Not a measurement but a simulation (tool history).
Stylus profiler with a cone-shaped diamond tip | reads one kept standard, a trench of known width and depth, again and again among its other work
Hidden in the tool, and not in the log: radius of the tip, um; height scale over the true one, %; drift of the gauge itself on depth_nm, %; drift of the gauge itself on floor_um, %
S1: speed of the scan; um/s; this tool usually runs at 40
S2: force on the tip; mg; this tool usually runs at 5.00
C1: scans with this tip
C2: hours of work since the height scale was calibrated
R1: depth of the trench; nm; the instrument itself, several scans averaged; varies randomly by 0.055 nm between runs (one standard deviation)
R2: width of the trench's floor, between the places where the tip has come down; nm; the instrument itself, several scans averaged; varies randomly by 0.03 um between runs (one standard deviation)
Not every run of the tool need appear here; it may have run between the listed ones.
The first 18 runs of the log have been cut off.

run,hour,S1,S2,C1,C2,R1,R2
19,230.9,40,5.00,3180,392,508.14,16930
20,238.2,40,5.77,3220,397,508.95,16880
21,252.8,40,5.00,3299,406,508.02,16880
22,260.1,40,5.00,3338,411,508.16,16860
23,268.6,32,5.00,3384,417,508.14,16920
24,277.3,32,5.00,3431,423,508.11,16950
25,284.9,59,13.48,3473,428,515.81,16910
26,296.3,59,13.48,3534,435,515.76,16890
27,306.2,59,13.48,3588,442,515.85,16880
28,319.8,13,3.09,3661,451,505.87,17010
29,331.1,13,3.09,3723,459,505.91,16910
30,347.2,156,10.93,3810,469,513.65,16690
31,355.5,156,10.93,3854,475,513.65,16680

For run 32, what comes out?
32,370.5,151,4.29,3936,485,?,?

{"run 32": {"R1": 507.38, "R2": 16540}}
The same run, on a tool lacking any hidden state, would have yielded R1 507.39 nm, R2 16540 nm.
